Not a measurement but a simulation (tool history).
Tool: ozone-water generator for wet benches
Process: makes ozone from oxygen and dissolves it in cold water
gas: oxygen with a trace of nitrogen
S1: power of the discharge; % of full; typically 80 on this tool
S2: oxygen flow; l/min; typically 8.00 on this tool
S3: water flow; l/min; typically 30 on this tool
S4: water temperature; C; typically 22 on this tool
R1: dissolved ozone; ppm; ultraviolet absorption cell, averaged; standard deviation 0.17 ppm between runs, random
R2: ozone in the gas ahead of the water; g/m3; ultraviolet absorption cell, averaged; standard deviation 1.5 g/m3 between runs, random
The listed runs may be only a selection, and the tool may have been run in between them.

run,hour,S1,S2,S3,S4,R1,R2
1,0.0,80,8.00,30,22,19.2,271.6
2,76.5,80,8.00,30,27,17.9,272.8
3,159.5,74,8.00,30,22,18.5,259.5
4,253.9,74,8.00,30,22,18.5,258.7
5,334.2,74,8.00,30,22,18.5,259.9
6,408.7,74,8.00,30,22,18.3,258.6
7,471.6,97,8.00,30,22,21.0,298.3
8,517.3,54,8.00,30,22,15.8,219.7
9,607.8,54,8.00,30,22,15.6,216.9
10,704.7,54,8.00,30,22,15.5,219.7
11,802.5,54,8.00,30,22,15.4,218.0
12,887.0,80,8.00,30,22,19.0,269.6
13,986.1,80,8.00,30,14,21.4,266.0
14,1054.3,80,8.00,30,14,21.3,267.5
15,1105.8,80,8.00,30,19,19.8,267.9
16,1184.0,80,8.00,30,19,19.8,269.2
17,1289.1,80,8.00,30,19,19.6,267.2
18,1370.4,80,8.00,30,19,19.5,264.4
19,1474.2,62,7.38,26,23,18.2,241.1
20,1545.3,80,8.00,27,22,20.2,265.2
21,1634.8,80,8.00,27,22,20.4,265.5
22,1689.5,42,8.00,48,16,9.2,190.3
23,1788.5,76,4.84,25,17,21.4,323.9
24,1894.3,76,4.84,45,17,11.5,322.2
25,1973.4,99,8.00,40,22,15.6,294.5
26,2073.9,99,8.00,40,22,15.9,292.6
27,2136.4,80,8.00,30,22,18.5,264.1
28,2207.3,88,4.99,30,22,18.3,340.4
29,2293.5,60,8.00,43,25,10.8,228.4
30,2368.3,76,8.00,30,25,17.0,255.6
31,2463.9,76,10.90,29,19,19.5,223.8
32,2512.1,80,8.00,36,22,15.7,263.4
33,2571.5,94,8.00,28,22,21.0,284.9
34,2635.6,43,10.27,48,21,8.8,172.3

3 options for the next run, each taken on its own from the tool as it stands now. Forecast them:
A,2725.7,80,6.50,30,22,?,?
B,2725.7,43,10.27,48,15,?,?
C,2725.7,65,10.27,38,21,?,?

run,R1,R2
A,17.8,287.7
B,9.7,171.6
C,13.8,210.7
The same runs, with their run-to-run variation unchanged, on a tool lacking any hidden condition would have given:
run,R1,R2
A,22.1,310.0
B,11.9,180.8
C,17.1,225.4

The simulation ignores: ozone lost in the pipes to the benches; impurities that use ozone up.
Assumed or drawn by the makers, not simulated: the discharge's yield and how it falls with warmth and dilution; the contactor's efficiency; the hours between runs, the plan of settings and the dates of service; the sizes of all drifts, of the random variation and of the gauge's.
